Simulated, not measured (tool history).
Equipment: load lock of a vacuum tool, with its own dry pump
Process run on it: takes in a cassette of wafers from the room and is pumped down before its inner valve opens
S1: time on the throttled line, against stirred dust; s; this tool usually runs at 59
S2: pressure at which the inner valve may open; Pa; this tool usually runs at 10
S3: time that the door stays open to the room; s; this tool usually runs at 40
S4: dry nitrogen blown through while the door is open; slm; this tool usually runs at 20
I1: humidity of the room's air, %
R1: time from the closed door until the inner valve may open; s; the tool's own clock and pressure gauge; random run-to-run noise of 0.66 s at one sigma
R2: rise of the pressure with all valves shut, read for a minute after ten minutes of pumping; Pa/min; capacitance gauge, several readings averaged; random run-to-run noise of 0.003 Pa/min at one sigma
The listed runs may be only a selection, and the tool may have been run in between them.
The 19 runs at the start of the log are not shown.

Run 20, hour 4448: usual settings but S1 58 s, S2 11 Pa, S3 210 s, S4 14 slm; I1 46.6. Result: R1 102.7 s, R2 0.303 Pa/min.
Run 21, hour 4623: usual settings but S3 105 s; I1 44.6. Result: R1 104.8 s, R2 0.266 Pa/min.
Run 22, hour 4877.2: usual settings but S2 16 Pa, S3 51 s, S4 28 slm; I1 47.4. Result: R1 101.9 s, R2 0.239 Pa/min.
Run 23, hour 5148.9: usual settings but S2 9 Pa, S3 33 s; I1 48.7. Result: R1 105.6 s, R2 0.25 Pa/min.
Run 24, hour 5389.1: usual settings but S2 9 Pa, S3 33 s, S4 5 slm; I1 46.2. Result: R1 104.8 s, R2 0.269 Pa/min.
Run 25, hour 5520.2: usual settings but S2 9 Pa, S3 30 s, S4 5 slm; I1 43.2. Result: R1 105.5 s, R2 0.262 Pa/min.
Run 26, hour 5732.6: usual settings but S1 62 s, S2 15 Pa, S3 58 s, S4 4 slm; I1 49.1. Result: R1 104.9 s, R2 0.305 Pa/min.
Run 27, hour 5969.9: usual settings but S1 33 s, S2 15 Pa, S3 58 s, S4 4 slm; I1 41.8. Result: R1 80.5 s, R2 0.292 Pa/min.
Run 28, hour 6171.4: usual settings but S1 33 s, S2 15 Pa, S3 58 s, S4 4 slm; I1 45.2. Result: R1 79.9 s, R2 0.304 Pa/min.
Run 29, hour 6436.7: usual settings but S1 33 s, S2 15 Pa, S3 58 s, S4 4 slm; I1 43.7. Result: R1 81.7 s, R2 0.31 Pa/min.
Run 30, hour 6682.3: usual settings but S1 33 s, S3 58 s, S4 26 slm; I1 41.7. Result: R1 82.5 s, R2 0.287 Pa/min.
Run 31, hour 6910.1: usual settings but S1 51 s, S3 30 s, S4 5 slm; I1 48.6. Result: R1 99.3 s, R2 0.308 Pa/min.
Run 32, hour 7224: usual settings but S1 51 s, S3 30 s, S4 5 slm; I1 44.8. Result: R1 99.8 s, R2 0.328 Pa/min.
At hour 7459.5: door's seal changed, seat wiped.
Run 33, hour 7459.5: usual settings but S1 51 s, S3 34 s, S4 5 slm; I1 43.5. Result: R1 99.5 s, R2 0.044 Pa/min.
Run 34, hour 7592.5: usual settings but S1 41 s, S2 9 Pa, S3 99 s, S4 14 slm; I1 48.2. Result: R1 91.4 s, R2 0.065 Pa/min.
Run 35, hour 7832.6: usual settings but S4 42 slm; I1 47.8. Result: R1 106.1 s, R2 0.021 Pa/min.
Run 36, hour 8003.4: usual settings but S4 8 slm; I1 47.1. Result: R1 106.5 s, R2 0.041 Pa/min.

What if the next run were any one of these 4? Each begins from the tool's condition after run 36:
Run A, hour 8282: usual settings but S2 8 Pa, S3 92 s, S4 7 slm; I1 46.7. Result: R1 ?, R2 ?.
Run B, hour 8282: usual settings but S2 8 Pa, S4 30 slm; I1 46.1. Result: R1 ?, R2 ?.
Run C, hour 8282: usual settings but S3 69 s, S4 8 slm; I1 42.4. Result: R1 ?, R2 ?.
Run D, hour 8282: usual settings but S1 91 s, S3 65 s, S4 8 slm; I1 44.6. Result: R1 ?, R2 ?.

run     R1     R2
  A  108.6  0.082
  B  107.4   0.03
  C  106.9  0.051
  D  132.8  0.059
Stripped of hidden state, with their random variation kept, the same runs would have yielded:
run     R1     R2
  A    100  0.077
  B   98.8  0.025
  C   98.7  0.046
  D  125.4  0.054
